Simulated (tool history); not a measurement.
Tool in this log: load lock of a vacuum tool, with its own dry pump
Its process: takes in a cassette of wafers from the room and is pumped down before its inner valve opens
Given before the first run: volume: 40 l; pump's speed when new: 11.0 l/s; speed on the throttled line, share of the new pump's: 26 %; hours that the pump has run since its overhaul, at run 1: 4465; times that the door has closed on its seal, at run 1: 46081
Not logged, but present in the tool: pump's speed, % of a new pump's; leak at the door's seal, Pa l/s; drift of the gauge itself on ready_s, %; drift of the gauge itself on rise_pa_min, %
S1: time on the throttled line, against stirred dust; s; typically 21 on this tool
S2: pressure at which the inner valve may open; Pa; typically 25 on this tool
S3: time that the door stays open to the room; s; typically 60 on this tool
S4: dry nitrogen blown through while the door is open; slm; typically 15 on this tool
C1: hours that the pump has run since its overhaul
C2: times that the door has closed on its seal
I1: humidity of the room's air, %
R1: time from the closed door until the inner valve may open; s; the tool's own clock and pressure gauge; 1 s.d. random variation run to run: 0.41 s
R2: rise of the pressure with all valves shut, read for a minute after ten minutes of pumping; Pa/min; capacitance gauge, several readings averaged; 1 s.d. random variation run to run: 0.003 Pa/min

| run | hour | S1 | S2 | S3 | S4 | C1 | C2 | I1 | R1 | R2 |
|---|---|---|---|---|---|---|---|---|---|---|
| 1 | 0 | 21 | 25 | 60 | 15 | 4465 | 46081 | 48.3 | 47.2 | 0.135 |
| 2 | 145 | 21 | 25 | 31 | 15 | 4610 | 46541 | 46.7 | 47.6 | 0.132 |
| 3 | 264.6 | 21 | 25 | 31 | 15 | 4730 | 46920 | 43.9 | 46.5 | 0.129 |
| 4 | 409.1 | 21 | 25 | 60 | 15 | 4874 | 47379 | 45.3 | 46.6 | 0.139 |
| 5 | 535.3 | 21 | 25 | 60 | 40 | 5000 | 47779 | 42.8 | 47.3 | 0.135 |
| 6 | 652.1 | 21 | 25 | 60 | 16 | 5117 | 48150 | 47.1 | 46.6 | 0.148 |
| 7 | 809.2 | 21 | 25 | 60 | 16 | 5274 | 48649 | 44.6 | 47.7 | 0.143 |
| 8 | 917.8 | 21 | 25 | 60 | 16 | 5383 | 48993 | 48.6 | 47.3 | 0.155 |
| 9 | 1013 | 21 | 25 | 60 | 16 | 5478 | 49295 | 47.2 | 48 | 0.15 |
| 10 | 1146.7 | 21 | 25 | 60 | 27 | 5612 | 49719 | 43 | 47.1 | 0.147 |
| 11 | 1234.6 | 21 | 46 | 60 | 15 | 5700 | 49998 | 43.8 | 46.1 | 0.149 |
| 12 | 1318 | 21 | 46 | 60 | 15 | 5783 | 50263 | 44 | 44.4 | 0.154 |
| 13 | 1423.3 | 21 | 25 | 60 | 15 | 5888 | 50597 | 46.8 | 48 | 0.157 |
| 14 | 1595.1 | 21 | 25 | 60 | 15 | 6060 | 51142 | 48.4 | 47.8 | 0.163 |
| 15 | 1729 | 21 | 25 | 60 | 15 | 6194 | 51567 | 47.4 | 47.4 | 0.166 |
| 16 | 1838.4 | 21 | 25 | 60 | 15 | 6303 | 51914 | 44 | 47 | 0.17 |
| 17 | 1972.1 | 21 | 25 | 60 | 15 | 6437 | 52338 | 41.7 | 48.4 | 0.16 |
| 18 | 2073.3 | 21 | 25 | 60 | 15 | 6538 | 52659 | 45.6 | 47.3 | 0.158 |
| 19 | 2171.5 | 21 | 25 | 60 | 15 | 6637 | 52971 | 45.8 | 48.2 | 0.164 |
| 20 | 2267 | 19 | 30 | 34 | 6 | 6732 | 53274 | 46.7 | 46.3 | 0.169 |
| 21 | 2403.6 | 19 | 30 | 60 | 13 | 6869 | 53707 | 45.9 | 46.6 | 0.166 |
| 22 | 2580.6 | 19 | 30 | 60 | 13 | 7046 | 54269 | 43.4 | 45.7 | 0.173 |
| 23 | 2687.9 | 19 | 30 | 60 | 13 | 7153 | 54609 | 42.1 | 45.6 | 0.172 |
| 24 | 2802.5 | 19 | 30 | 60 | 13 | 7267 | 54973 | 41.3 | 46.1 | 0.176 |
| 25 | 2893.3 | 19 | 30 | 60 | 23 | 7358 | 55261 | 44.7 | 45.5 | 0.165 |
| 26 | 3045.2 | 19 | 30 | 60 | 23 | 7510 | 55743 | 44.5 | 46.1 | 0.171 |
| 27 | 3190.3 | 21 | 25 | 94 | 15 | 7655 | 56203 | 45.4 | 48.9 | 0.186 |
| 28 | 3362.4 | 21 | 25 | 94 | 15 | 7827 | 56749 | 44.1 | 48.7 | 0.194 |
| 29 | 3530.7 | 37 | 31 | 208 | 39 | 7996 | 57283 | 45.8 | 59 | 0.191 |
| 30 | 3670.3 | 37 | 31 | 208 | 39 | 8135 | 57726 | 47 | 58.6 | 0.199 |
| 31 | 3829 | 28 | 31 | 208 | 7 | 8294 | 58230 | 47.2 | 52.8 | 0.225 |
| 32 | 3933.4 | 12 | 23 | 56 | 19 | 8398 | 58561 | 40.2 | 42.4 | 0.189 |
| 33 | 4031.6 | 12 | 23 | 56 | 19 | 8497 | 58873 | 49.4 | 43 | 0.193 |

Here are 3 independent what-if runs from the current tool condition. What would each one return?
| A | 4166.2 | 12 | 49 | 56 | 23 | 8631 | 59300 | 42.5 | ? | ? |
| B | 4166.2 | 12 | 35 | 156 | 6 | 8631 | 59300 | 47.3 | ? | ? |
| C | 4166.2 | 21 | 25 | 30 | 15 | 8631 | 59300 | 45.1 | ? | ? |

| run | R1 | R2 |
|---|---|---|
| A | 40.5 | 0.182 |
| B | 41.6 | 0.228 |
| C | 48.7 | 0.179 |
Without the tool's hidden state the same runs would have given:
| run | R1 | R2 |
|---|---|---|
| A | 37.7 | 0.027 |
| B | 38.7 | 0.073 |
| C | 45.9 | 0.027 |

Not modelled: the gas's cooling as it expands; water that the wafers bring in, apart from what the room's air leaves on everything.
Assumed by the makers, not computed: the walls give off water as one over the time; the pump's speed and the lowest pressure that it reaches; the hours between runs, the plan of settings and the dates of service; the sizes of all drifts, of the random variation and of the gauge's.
